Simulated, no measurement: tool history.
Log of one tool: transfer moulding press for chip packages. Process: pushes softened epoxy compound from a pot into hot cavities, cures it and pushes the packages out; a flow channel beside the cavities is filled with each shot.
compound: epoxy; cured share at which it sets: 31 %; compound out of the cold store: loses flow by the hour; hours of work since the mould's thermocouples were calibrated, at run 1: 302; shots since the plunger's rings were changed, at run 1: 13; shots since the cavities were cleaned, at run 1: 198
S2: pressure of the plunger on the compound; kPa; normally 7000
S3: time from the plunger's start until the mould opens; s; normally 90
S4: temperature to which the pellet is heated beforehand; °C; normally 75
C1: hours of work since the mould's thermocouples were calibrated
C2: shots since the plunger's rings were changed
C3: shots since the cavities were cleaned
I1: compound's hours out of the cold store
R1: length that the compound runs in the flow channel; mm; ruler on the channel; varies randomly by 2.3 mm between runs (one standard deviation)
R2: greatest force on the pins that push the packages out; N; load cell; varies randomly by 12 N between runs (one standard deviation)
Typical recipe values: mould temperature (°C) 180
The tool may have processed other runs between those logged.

Run 1, hour 0.0: usual settings; C1 302; C2 13; C3 198; I1 14.5. Result: R1 710 mm, R2 543 N.
Run 2, hour 7.5: usual settings but mould temperature (°C) 176; C1 307; C2 117; C3 302; I1 12.6. Result: R1 731 mm, R2 789 N.
Run 3, hour 22.2: usual settings but mould temperature (°C) 176; C1 318; C2 322; C3 507; I1 24.2. Result: R1 694 mm, R2 754 N.
Run 4, hour 29.5: usual settings but mould temperature (°C) 174; C1 324; C2 425; C3 610; I1 28.4. Result: R1 693 mm, R2 828 N.
At hour 40.4: cavities cleaned with cleaning compound and waxed.
Run 5, hour 40.4: usual settings but mould temperature (°C) 174; C1 331; C2 555; C3 0; I1 40.9. Result: R1 658 mm, R2 807 N.
Run 6, hour 46.9: usual settings but mould temperature (°C) 174; C1 335; C2 645; C3 90; I1 20.5. Result: R1 717 mm, R2 875 N.
Run 7, hour 58.7: usual settings; C1 344; C2 810; C3 255; I1 10.1. Result: R1 728 mm, R2 576 N.
Run 8, hour 64.8: usual settings; C1 349; C2 896; C3 341; I1 30.3. Result: R1 665 mm, R2 515 N.
Run 9, hour 78.6: usual settings but S2 7800 kPa, S4 81 °C; C1 359; C2 1087; C3 532; I1 31.3. Result: R1 698 mm, R2 506 N.
Run 10, hour 87.3: usual settings but S2 7800 kPa, S4 81 °C; C1 366; C2 1210; C3 655; I1 45.7. Result: R1 662 mm, R2 514 N.
At hour 95.0: cavities cleaned with cleaning compound and waxed.
Run 11, hour 98.6: usual settings but S4 70 °C; C1 373; C2 1346; C3 51; I1 34.6. Result: R1 657 mm, R2 535 N.

Estimate the outcome of run 12 from the log above:
Run 12, hour 109.2: usual settings but S2 6910 kPa, S3 75 s; C1 381; C2 1494; C3 199; I1 17.4. Result: R1 ?, R2 ?.

R1: 699 mm
R2: 925 N
With no hidden state in the tool, this same run would have given R1 699 mm, R2 923 N.

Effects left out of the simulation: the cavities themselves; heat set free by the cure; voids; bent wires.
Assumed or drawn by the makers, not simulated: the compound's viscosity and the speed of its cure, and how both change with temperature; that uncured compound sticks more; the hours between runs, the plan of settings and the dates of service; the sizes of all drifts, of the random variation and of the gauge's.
